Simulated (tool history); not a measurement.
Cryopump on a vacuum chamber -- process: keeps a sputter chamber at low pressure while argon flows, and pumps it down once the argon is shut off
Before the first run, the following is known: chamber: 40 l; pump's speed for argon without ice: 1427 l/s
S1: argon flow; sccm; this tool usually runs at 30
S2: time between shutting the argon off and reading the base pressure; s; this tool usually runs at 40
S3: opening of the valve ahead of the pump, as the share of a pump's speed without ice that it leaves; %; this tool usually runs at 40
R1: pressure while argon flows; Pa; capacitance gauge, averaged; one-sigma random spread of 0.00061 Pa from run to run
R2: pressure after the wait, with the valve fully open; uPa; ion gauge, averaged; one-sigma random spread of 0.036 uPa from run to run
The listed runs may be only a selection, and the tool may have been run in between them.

run   hour  S1   S2  S3      R1    R2
  1      0  30   40  40   0.094  3.55
  2   26.3  30   40  40  0.0947  3.62
  3   54.9  30   40  40  0.0943  3.65
  4   85.6  30   40  40  0.0944   3.7
  5  100.2  30   40  40  0.0943  3.71
  6  119.4  30  144  47  0.0826  2.44
  7  145.3  30  144  47   0.082  2.38
  8  165.6  17   68  26  0.0811  3.01
  9  196.4  30   81  40  0.0951  2.95
 10  216.9  19   81  40  0.0606  2.86

Here are 4 independent what-if runs from the current tool condition. What would each one return?
  A  242.5  35   45  22   ?   ?
  B  242.5  21  112  20   ?   ?
  C  242.5  15  138  15   ?   ?
  D  242.5  14   64  34   ?   ?

run      R1    R2
  A  0.1975  3.64
  B  0.1299  2.67
  C  0.1224  2.58
  D  0.0516   3.1
Without the tool's unlogged condition, the same runs would have read:
run      R1    R2
  A  0.1895  1.77
  B  0.1251  0.83
  C  0.1189  0.72
  D  0.0484  1.27
